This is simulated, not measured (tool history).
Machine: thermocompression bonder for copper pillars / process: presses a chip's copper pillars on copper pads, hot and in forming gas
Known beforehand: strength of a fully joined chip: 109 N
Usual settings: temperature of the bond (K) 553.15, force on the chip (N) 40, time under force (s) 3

run	hour	temperature of the bond (K)	force on the chip (N)	time under force (s)	force that shears a chip off (N)
1	0.0	553.15	40	3	43.4
2	47.3	553.15	40	3	43.1
3	76.1	553.15	40	3	43.4
4	103.6	541.15	40	3	38.5
5	139.5	541.15	40	3	38.4
6	163.8	553.15	40	3	42.5
7	199.7	553.15	40	3	43.2
8	221.6	553.15	40	3	43.1
9	251.0	553.15	40	3	43.1
# hour 273.1: forming gas filter changed
10	299.7	553.15	40	3	43.1
11	329.8	553.15	40	3	43.6
12	355.8	553.15	40	3	43.4
# hour 366.7: force cell calibrated
13	394.4	553.15	33	3	38.9
14	419.1	553.15	33	3	39.2
15	464.2	553.15	40	3	42.8
16	484.2	553.15	40	3	42.7
17	529.7	553.15	40	3	42.6
18	551.1	553.15	40	3	43.7
19	589.6	576.15	40	3	53.8
20	614.8	553.15	40	3	43.7
21	661.6	553.15	42	3	44.3
22	709.0	553.15	42	3	43.9
23	755.0	553.15	40	4	47.4
24	793.3	549.15	40	4	46.2
25	826.0	577.15	40	3	53.0
26	865.2	577.15	55	5	71.2
27	895.5	577.15	55	5	71.3

What will run 28 give?
# hour 919.9: forming gas filter changed
28	924.7	577.15	55	5	?

force that shears a chip off (N): 71.1
Were there no unlogged condition in the tool, this run, its random variation unchanged, would have produced force that shears a chip off (N) 71.2.

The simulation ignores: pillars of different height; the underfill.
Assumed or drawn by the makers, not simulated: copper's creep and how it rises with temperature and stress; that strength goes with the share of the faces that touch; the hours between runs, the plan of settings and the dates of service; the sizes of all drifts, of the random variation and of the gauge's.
